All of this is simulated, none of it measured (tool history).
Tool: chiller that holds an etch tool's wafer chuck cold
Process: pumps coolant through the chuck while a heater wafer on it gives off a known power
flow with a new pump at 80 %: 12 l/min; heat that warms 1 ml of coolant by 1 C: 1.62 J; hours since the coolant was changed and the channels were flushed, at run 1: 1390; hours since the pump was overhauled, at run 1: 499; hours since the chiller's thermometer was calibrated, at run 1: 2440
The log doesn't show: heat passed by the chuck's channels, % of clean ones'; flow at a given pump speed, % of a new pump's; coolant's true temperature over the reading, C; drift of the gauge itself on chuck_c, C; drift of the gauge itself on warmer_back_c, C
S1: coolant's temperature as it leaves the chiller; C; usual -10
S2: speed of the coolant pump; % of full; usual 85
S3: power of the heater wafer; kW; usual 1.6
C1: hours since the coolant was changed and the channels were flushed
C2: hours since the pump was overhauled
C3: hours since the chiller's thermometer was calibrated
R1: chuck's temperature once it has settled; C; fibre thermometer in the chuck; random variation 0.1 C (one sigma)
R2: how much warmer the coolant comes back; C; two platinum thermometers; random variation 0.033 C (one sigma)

| run | hour | S1 | S2 | S3 | C1 | C2 | C3 | R1 | R2 |
|---|---|---|---|---|---|---|---|---|---|
| 1 | 0 | -10 | 85 | 1.6 | 1390 | 499 | 2440 | 5.7 | 4.62 |
| 2 | 30.2 | -10 | 85 | 1.6 | 1420 | 529 | 2470 | 5.7 | 4.62 |
| 3 | 68.9 | -10 | 85 | 1.401 | 1459 | 568 | 2508 | 3.7 | 4.08 |
| 4 | 93.6 | -10 | 85 | 1.448 | 1484 | 592 | 2533 | 4.2 | 4.16 |
| 5 | 127.3 | -10 | 85 | 2.296 | 1518 | 626 | 2567 | 12.9 | 6.68 |
| 6 | 165 | -10 | 85 | 2.296 | 1555 | 664 | 2605 | 12.7 | 6.68 |
| 7 | 189.8 | -10 | 85 | 1.55 | 1580 | 688 | 2629 | 5.2 | 4.57 |
| 8 | 229.7 | -10 | 69 | 2.122 | 1620 | 728 | 2669 | 15.7 | 7.69 |
| 9 | 269.5 | -9 | 78 | 1.347 | 1660 | 768 | 2709 | 5.2 | 4.31 |
| 10 | 293.8 | -9 | 78 | 1.347 | 1684 | 793 | 2733 | 5.5 | 4.3 |
| 11 | 326.8 | -9 | 96 | 1.347 | 1717 | 825 | 2766 | 3 | 3.38 |
| 12 | 365.2 | -10 | 66 | 0.834 | 1755 | 864 | 2805 | 0.5 | 3.22 |
| 13 | 398.6 | -10 | 66 | 0.834 | 1789 | 897 | 2838 | 0.7 | 3.19 |
| 14 | 423.2 | -12 | 94 | 1.6 | 1813 | 922 | 2863 | 2.1 | 4.19 |

Forecast each of these 3 alternatives for the next run:
| A | 452.8 | -2 | 85 | 1.36 | 1843 | 951 | 2892 | ? | ? |
| B | 452.8 | -2 | 79 | 1.899 | 1843 | 951 | 2892 | ? | ? |
| C | 452.8 | 0 | 81 | 1.279 | 1843 | 951 | 2892 | ? | ? |

| run | R1 | R2 |
|---|---|---|
| A | 11.4 | 3.97 |
| B | 18.2 | 5.98 |
| C | 13.3 | 3.91 |
Without the tool's hidden state the same runs would have given:
| run | R1 | R2 |
|---|---|---|
| A | 11.2 | 3.92 |
| B | 17.9 | 5.9 |
| C | 13.2 | 3.85 |
